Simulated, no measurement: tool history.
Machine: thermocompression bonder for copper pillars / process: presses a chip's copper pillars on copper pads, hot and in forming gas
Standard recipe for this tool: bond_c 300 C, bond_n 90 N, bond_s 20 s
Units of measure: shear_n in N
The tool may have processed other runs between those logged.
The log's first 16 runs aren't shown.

run	hour	bond_c	bond_n	bond_s	shear_n
17	168.9	324	90	20	110.9
18	185.7	324	90	20	111.2
19	195.7	324	90	20	111.4
20	209.7	304	90	20	100.3
21	220.1	304	90	20	100.1
# hour 223.6: heater calibrated with a thermocouple chip
22	231.3	307	90	20	100.6
23	238.7	307	90	20	101.2
24	254.6	307	90	20	100.8
25	270.7	318	90	24	111.1
26	284.1	320	112	24	119.1
# hour 290.7: heater calibrated with a thermocouple chip, once more
27	295.2	273	104	10	66.0
# hour 304.4: forming gas filter changed
28	309.9	300	80	18	93.8
29	320.5	300	72	18	90.5
30	334.0	278	121	20	97.2
31	346.3	278	121	20	97.0
32	359.6	300	101	20	104.5
33	375.8	300	101	20	103.7
34	383.0	304	101	49	128.6
35	391.7	290	90	17	88.1
36	406.8	309	94	13	94.0
37	416.4	320	119	16	114.5
38	426.1	298	104	20	103.2
39	442.3	300	108	39	122.1
40	449.6	287	93	17	88.7

Below are 3 alternative next runs, each starting from the tool's condition after run 40. Predict each:
A	460.7	294	93	37	?
B	460.7	300	122	12	?
C	460.7	284	73	16	?

run	shear_n
A	113.0
B	95.4
C	75.8
The same runs, with their run-to-run variation unchanged, on a tool lacking any hidden condition would have given:
run	shear_n
A	117.3
B	99.1
C	78.9

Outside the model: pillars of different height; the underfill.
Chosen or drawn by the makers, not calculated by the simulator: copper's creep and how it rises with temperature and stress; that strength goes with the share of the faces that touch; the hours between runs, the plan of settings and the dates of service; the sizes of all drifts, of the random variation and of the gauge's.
